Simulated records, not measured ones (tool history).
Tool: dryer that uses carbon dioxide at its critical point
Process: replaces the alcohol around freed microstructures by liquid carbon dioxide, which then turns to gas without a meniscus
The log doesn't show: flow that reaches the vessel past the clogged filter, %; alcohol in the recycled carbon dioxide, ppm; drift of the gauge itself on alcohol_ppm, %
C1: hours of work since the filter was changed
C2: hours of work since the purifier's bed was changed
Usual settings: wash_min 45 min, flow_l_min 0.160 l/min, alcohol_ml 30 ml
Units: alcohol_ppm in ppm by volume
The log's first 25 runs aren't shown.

{"run": 26, "hour": 902.9, "wash_min": 31, "flow_l_min": 0.16, "alcohol_ml": 30, "C1": 32, "C2": 199, "alcohol_ppm": 313}
{"run": 27, "hour": 952.0, "wash_min": 45, "flow_l_min": 0.188, "alcohol_ml": 27, "C1": 59, "C2": 226, "alcohol_ppm": 54}
{"run": 28, "hour": 998.2, "wash_min": 35, "flow_l_min": 0.177, "alcohol_ml": 27, "C1": 84, "C2": 251, "alcohol_ppm": 126}
{"run": 29, "hour": 1036.4, "wash_min": 35, "flow_l_min": 0.177, "alcohol_ml": 27, "C1": 105, "C2": 272, "alcohol_ppm": 133}
{"run": 30, "hour": 1088.3, "wash_min": 53, "flow_l_min": 0.184, "alcohol_ml": 32, "C1": 133, "C2": 301, "alcohol_ppm": 60}
{"run": 31, "hour": 1131.0, "wash_min": 53, "flow_l_min": 0.184, "alcohol_ml": 32, "C1": 156, "C2": 324, "alcohol_ppm": 71}
{"run": 32, "hour": 1157.1, "wash_min": 34, "flow_l_min": 0.16, "alcohol_ml": 30, "C1": 171, "C2": 338, "alcohol_ppm": 261}
{"run": 33, "hour": 1192.8, "wash_min": 28, "flow_l_min": 0.184, "alcohol_ml": 30, "C1": 190, "C2": 358, "alcohol_ppm": 311}
{"run": 34, "hour": 1245.9, "wash_min": 39, "flow_l_min": 0.104, "alcohol_ml": 42, "C1": 219, "C2": 387, "alcohol_ppm": 1125}
{"run": 35, "hour": 1293.8, "wash_min": 39, "flow_l_min": 0.104, "alcohol_ml": 42, "C1": 245, "C2": 413, "alcohol_ppm": 1166}
{"run": 36, "hour": 1324.7, "wash_min": 39, "flow_l_min": 0.104, "alcohol_ml": 42, "C1": 262, "C2": 430, "alcohol_ppm": 1177}
{"run": 37, "hour": 1374.7, "wash_min": 39, "flow_l_min": 0.122, "alcohol_ml": 42, "C1": 289, "C2": 457, "alcohol_ppm": 653}
{"run": 38, "hour": 1405.3, "wash_min": 55, "flow_l_min": 0.151, "alcohol_ml": 75, "C1": 306, "C2": 474, "alcohol_ppm": 127}
{"run": 39, "hour": 1431.3, "wash_min": 39, "flow_l_min": 0.149, "alcohol_ml": 92, "C1": 320, "C2": 488, "alcohol_ppm": 571}
{"hour": 1448.3, "done": "inlet filter changed"}
{"run": 40, "hour": 1471.0, "wash_min": 55, "flow_l_min": 0.149, "alcohol_ml": 92, "C1": 12, "C2": 509, "alcohol_ppm": 130}
{"run": 41, "hour": 1494.3, "wash_min": 55, "flow_l_min": 0.118, "alcohol_ml": 37, "C1": 25, "C2": 522, "alcohol_ppm": 170}
{"run": 42, "hour": 1517.9, "wash_min": 54, "flow_l_min": 0.264, "alcohol_ml": 33, "C1": 38, "C2": 535, "alcohol_ppm": 85}
{"run": 43, "hour": 1564.4, "wash_min": 42, "flow_l_min": 0.096, "alcohol_ml": 21, "C1": 63, "C2": 560, "alcohol_ppm": 576}
{"run": 44, "hour": 1604.6, "wash_min": 49, "flow_l_min": 0.165, "alcohol_ml": 20, "C1": 85, "C2": 582, "alcohol_ppm": 104}

Forecast each of these 5 alternatives for the next run:
{"run": "A", "hour": 1645.6, "wash_min": 49, "flow_l_min": 0.109, "alcohol_ml": 20, "C1": 108, "C2": 604, "alcohol_ppm": "?"}
{"run": "B", "hour": 1645.6, "wash_min": 63, "flow_l_min": 0.203, "alcohol_ml": 20, "C1": 108, "C2": 604, "alcohol_ppm": "?"}
{"run": "C", "hour": 1645.6, "wash_min": 67, "flow_l_min": 0.165, "alcohol_ml": 33, "C1": 108, "C2": 604, "alcohol_ppm": "?"}
{"run": "D", "hour": 1645.6, "wash_min": 44, "flow_l_min": 0.165, "alcohol_ml": 20, "C1": 108, "C2": 604, "alcohol_ppm": "?"}
{"run": "E", "hour": 1645.6, "wash_min": 64, "flow_l_min": 0.165, "alcohol_ml": 20, "C1": 108, "C2": 604, "alcohol_ppm": "?"}

run=A alcohol_ppm=241
run=B alcohol_ppm=95
run=C alcohol_ppm=107
run=D alcohol_ppm=133
run=E alcohol_ppm=104
Without the tool's hidden state the same runs would have given:
run=A alcohol_ppm=124
run=B alcohol_ppm=0
run=C alcohol_ppm=9
run=D alcohol_ppm=31
run=E alcohol_ppm=4

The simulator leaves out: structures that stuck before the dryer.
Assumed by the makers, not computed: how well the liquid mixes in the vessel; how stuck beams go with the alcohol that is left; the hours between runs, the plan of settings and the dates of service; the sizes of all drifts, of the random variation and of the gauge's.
